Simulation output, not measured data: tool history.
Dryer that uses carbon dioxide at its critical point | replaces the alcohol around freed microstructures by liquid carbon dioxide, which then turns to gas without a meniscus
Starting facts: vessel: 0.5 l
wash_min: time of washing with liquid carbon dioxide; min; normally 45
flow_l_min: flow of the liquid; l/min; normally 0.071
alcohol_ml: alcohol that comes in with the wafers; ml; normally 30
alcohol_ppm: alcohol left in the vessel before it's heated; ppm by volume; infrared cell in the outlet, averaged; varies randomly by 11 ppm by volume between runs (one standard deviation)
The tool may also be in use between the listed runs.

Run 1, hour 0: usual settings. Result: alcohol_ppm 1060 ppm by volume.
Run 2, hour 10.1: usual settings. Result: alcohol_ppm 1055 ppm by volume.
Run 3, hour 21.7: usual settings. Result: alcohol_ppm 1048 ppm by volume.
Run 4, hour 30.4: usual settings. Result: alcohol_ppm 1082 ppm by volume.
Run 5, hour 37.4: usual settings but wash_min 71 min. Result: alcohol_ppm 147 ppm by volume.
Run 6, hour 42.7: usual settings but wash_min 71 min, flow_l_min 0.1054 l/min. Result: alcohol_ppm 56 ppm by volume.
Run 7, hour 48.6: usual settings but wash_min 71 min, flow_l_min 0.1054 l/min. Result: alcohol_ppm 50 ppm by volume.
Run 8, hour 55.8: usual settings but wash_min 71 min, flow_l_min 0.1054 l/min. Result: alcohol_ppm 47 ppm by volume.
Run 9, hour 61.4: usual settings but wash_min 70 min, flow_l_min 0.1054 l/min. Result: alcohol_ppm 49 ppm by volume.
Run 10, hour 67.2: usual settings but wash_min 40 min, flow_l_min 0.0915 l/min. Result: alcohol_ppm 595 ppm by volume.
Run 11, hour 78.5: usual settings but wash_min 33 min, flow_l_min 0.0538 l/min. Result: alcohol_ppm 6762 ppm by volume.
Run 12, hour 85.2: usual settings but wash_min 29 min, flow_l_min 0.0472 l/min, alcohol_ml 37 ml. Result: alcohol_ppm 13676 ppm by volume.
Run 13, hour 94.2: usual settings but wash_min 29 min, flow_l_min 0.0472 l/min, alcohol_ml 37 ml. Result: alcohol_ppm 14004 ppm by volume.
Run 14, hour 100.7: usual settings but flow_l_min 0.0513 l/min, alcohol_ml 65 ml. Result: alcohol_ppm 7575 ppm by volume.
Run 15, hour 110.3: usual settings but wash_min 41 min, flow_l_min 0.0677 l/min, alcohol_ml 23 ml. Result: alcohol_ppm 1491 ppm by volume.

Forecast each of these 5 alternatives for the next run:
Run A, hour 119.6: usual settings but wash_min 53 min, flow_l_min 0.0669 l/min, alcohol_ml 33 ml. Result: alcohol_ppm ?.
Run B, hour 119.6: usual settings but wash_min 41 min, flow_l_min 0.0677 l/min, alcohol_ml 58 ml. Result: alcohol_ppm ?.
Run C, hour 119.6: usual settings but flow_l_min 0.0879 l/min, alcohol_ml 38 ml. Result: alcohol_ppm ?.
Run D, hour 119.6: usual settings but wash_min 41 min, flow_l_min 0.0456 l/min, alcohol_ml 23 ml. Result: alcohol_ppm ?.
Run E, hour 119.6: usual settings but wash_min 52 min, flow_l_min 0.0677 l/min, alcohol_ml 35 ml. Result: alcohol_ppm ?.

run  alcohol_ppm
  A          844
  B         3752
  C          539
  D         4775
  E          903
Without the tool's unlogged condition, the same runs would have read:
run  alcohol_ppm
  A          473
  B         2459
  C          273
  D         3611
  E          510
